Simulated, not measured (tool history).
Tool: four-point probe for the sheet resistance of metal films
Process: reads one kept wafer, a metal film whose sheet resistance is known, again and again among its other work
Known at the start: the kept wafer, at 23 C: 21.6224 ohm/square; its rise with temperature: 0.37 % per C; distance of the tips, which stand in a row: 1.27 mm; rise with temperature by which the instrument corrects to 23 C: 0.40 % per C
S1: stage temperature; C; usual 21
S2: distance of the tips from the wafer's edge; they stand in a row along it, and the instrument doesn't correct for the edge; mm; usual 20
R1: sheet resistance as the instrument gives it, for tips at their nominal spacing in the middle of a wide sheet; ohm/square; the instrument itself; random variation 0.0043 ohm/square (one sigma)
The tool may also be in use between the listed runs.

run,hour,S1,S2,R1
1,0.0,21,20,21.595792
2,34.1,21,5,22.271531
3,65.2,26,20,21.576893
4,99.0,21,20,21.600467
5,130.9,21,20,21.595368
6,163.6,21,20,21.593143
7,208.9,21,20,21.602141
8,255.1,21,4,22.653220
9,314.7,21,4,22.658316
10,367.4,21,4,22.652887
11,409.9,21,30,21.572271
12,463.0,21,5,22.277640
13,491.1,21,5,22.271499
# hour 497.0: stage's thermometer calibrated
14,542.4,21,5,22.255058
15,604.2,21,20,21.577816
16,654.7,21,20,21.571048
17,701.6,21,20,21.577445
18,732.9,21,20,21.571597
19,764.9,21,20,21.569949
# hour 823.7: stage's thermometer calibrated, once more
20,824.6,21,20,21.663102
21,875.1,21,20,21.672275
22,916.7,21,20,21.676493
23,982.2,27,3,23.471990
24,1030.8,27,3,23.476980
25,1090.4,27,3,23.479439
26,1120.7,27,3,23.475441
27,1168.2,24,8,21.888875
28,1213.5,18,19,21.688758
29,1275.9,18,19,21.693162
30,1312.5,23,15,21.691852
31,1359.2,25,18,21.655211
32,1388.4,19,3,23.517869
33,1453.5,27,4,22.687685
34,1486.0,27,4,22.688627
35,1534.3,26,37,21.601893
36,1578.2,26,37,21.600354
37,1641.2,23,28,21.627609
38,1706.1,24,45,21.606625
39,1758.2,21,18,21.668897
40,1806.6,21,18,21.676840
41,1860.6,26,4,22.698066
42,1927.6,28,44,21.577720
43,1971.7,28,44,21.580948

5 ways to go on from here, each from the tool as it stands after run 43. What would each give?
A,2001.4,24,6,?
B,2001.4,32,20,?
C,2001.4,28,3,?
D,2001.4,21,74,?
E,2001.4,35,4,?

run,R1
A,22.100325
B,21.595977
C,23.450463
D,21.618514
E,22.631335
Without the tool's hidden state the same runs would have given:
run,R1
A,22.122846
B,21.617217
C,23.473969
D,21.640833
E,22.653325
